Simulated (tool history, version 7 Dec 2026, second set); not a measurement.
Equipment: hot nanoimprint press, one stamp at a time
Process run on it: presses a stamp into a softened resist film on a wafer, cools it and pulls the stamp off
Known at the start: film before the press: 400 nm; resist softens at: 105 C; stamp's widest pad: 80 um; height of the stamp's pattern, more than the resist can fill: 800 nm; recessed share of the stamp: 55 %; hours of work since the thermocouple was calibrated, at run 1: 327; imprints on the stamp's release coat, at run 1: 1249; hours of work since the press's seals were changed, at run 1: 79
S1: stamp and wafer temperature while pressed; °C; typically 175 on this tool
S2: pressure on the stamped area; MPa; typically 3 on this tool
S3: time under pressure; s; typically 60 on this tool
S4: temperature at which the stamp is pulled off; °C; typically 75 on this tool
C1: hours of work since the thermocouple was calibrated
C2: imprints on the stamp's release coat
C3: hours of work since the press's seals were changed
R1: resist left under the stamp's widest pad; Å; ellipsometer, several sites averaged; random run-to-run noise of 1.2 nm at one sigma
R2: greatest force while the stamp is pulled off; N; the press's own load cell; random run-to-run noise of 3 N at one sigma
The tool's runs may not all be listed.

run	hour	S1	S2	S3	S4	C1	C2	C3	R1	R2
1	0	175	3	60	75	327	1249	79	1907	188
2	10.9	175	3	73	75	334	1274	86	1780	194
# hour 23.4: stamp cleaned and given a new release coat
3	24.4	175	3	73	75	339	2	91	1787	149
4	36.4	175	3	60	75	348	29	100	1926	145
5	47.5	175	3	60	65	355	54	107	1904	174
6	60.7	175	3	60	62	364	85	116	1919	186
7	76.5	175	3	60	75	375	121	127	1923	153
8	87.7	175	3	60	75	383	146	135	1891	155
9	96.6	175	3	60	75	389	166	141	1900	156
10	108.6	175	3	36	75	397	194	149	2288	151
11	116.8	175	4.74	60	79	403	212	155	1517	144

For run 12, what comes out?
# hour 134.3: plate thermocouple calibrated
12	137.7	175	3.47	60	80	2	253	167	?	?

Logged for run 12: R1 1711 Å, R2 138 N.
Were there no unlogged condition in the tool, this run, its random variation unchanged, would have produced R1 1693 Å, R2 130 N.
